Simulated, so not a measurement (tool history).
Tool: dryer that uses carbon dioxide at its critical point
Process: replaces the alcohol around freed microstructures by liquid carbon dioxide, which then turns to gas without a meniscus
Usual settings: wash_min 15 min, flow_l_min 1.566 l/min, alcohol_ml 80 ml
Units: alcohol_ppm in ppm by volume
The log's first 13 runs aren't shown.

| run | day | wash_min | flow_l_min | alcohol_ml | hours of work since the filter was changed | hours of work since the purifier's bed was changed | alcohol_ppm |
|---|---|---|---|---|---|---|---|
| 14 | 18.917 | 15 | 1.69 | 80 | 137 | 893 | 275 |
| 15 | 20.896 | 15 | 1.69 | 80 | 168 | 925 | 294 |
| 16 | 22.338 | 15 | 1.566 | 80 | 191 | 948 | 398 |
|  | 23.592 | inlet filter changed |
| 17 | 24.05 | 15 | 1.58 | 80 | 7 | 975 | 229 |
| 18 | 25.842 | 15 | 1.04 | 36 | 36 | 1003 | 453 |
| 19 | 27.696 | 20 | 1.21 | 57 | 66 | 1033 | 196 |
| 20 | 29.129 | 20 | 1.98 | 55 | 89 | 1056 | 91 |
| 21 | 30.471 | 20 | 1.98 | 55 | 110 | 1078 | 85 |
| 22 | 31.612 | 10 | 0.97 | 104 | 129 | 1096 | 4104 |
| 23 | 32.512 | 13 | 1.18 | 80 | 143 | 1110 | 1217 |
| 24 | 33.621 | 15 | 1.566 | 26 | 161 | 1128 | 169 |
| 25 | 34.967 | 17 | 1.44 | 114 | 182 | 1150 | 431 |
| 26 | 35.888 | 15 | 1.51 | 80 | 197 | 1165 | 459 |
|  | 36.862 | inlet filter changed |
| 27 | 36.917 | 15 | 1.51 | 80 | 1 | 1180 | 288 |
| 28 | 38.233 | 15 | 2.52 | 55 | 22 | 1201 | 104 |
| 29 | 39.267 | 17 | 2.52 | 84 | 39 | 1218 | 77 |
| 30 | 41.167 | 17 | 2.52 | 84 | 69 | 1248 | 101 |
| 31 | 42.162 | 12 | 2.59 | 41 | 85 | 1264 | 121 |
| 32 | 43.212 | 21 | 2.56 | 34 | 102 | 1281 | 90 |
| 33 | 44.204 | 18 | 2.34 | 50 | 118 | 1297 | 97 |
| 34 | 45.988 | 19 | 2.21 | 27 | 146 | 1326 | 109 |

Forecast each of these 3 alternatives for the next run:
| A | 47.558 | 15 | 1.2 | 21 | 171 | 1351 | ? |
| B | 47.558 | 16 | 2.04 | 25 | 171 | 1351 | ? |
| C | 47.558 | 15 | 1.81 | 40 | 171 | 1351 | ? |

| run | alcohol_ppm |
|---|---|
| A | 303 |
| B | 118 |
| C | 185 |
Without the tool's hidden state the same runs would have given:
| run | alcohol_ppm |
|---|---|
| A | 138 |
| B | 14 |
| C | 54 |
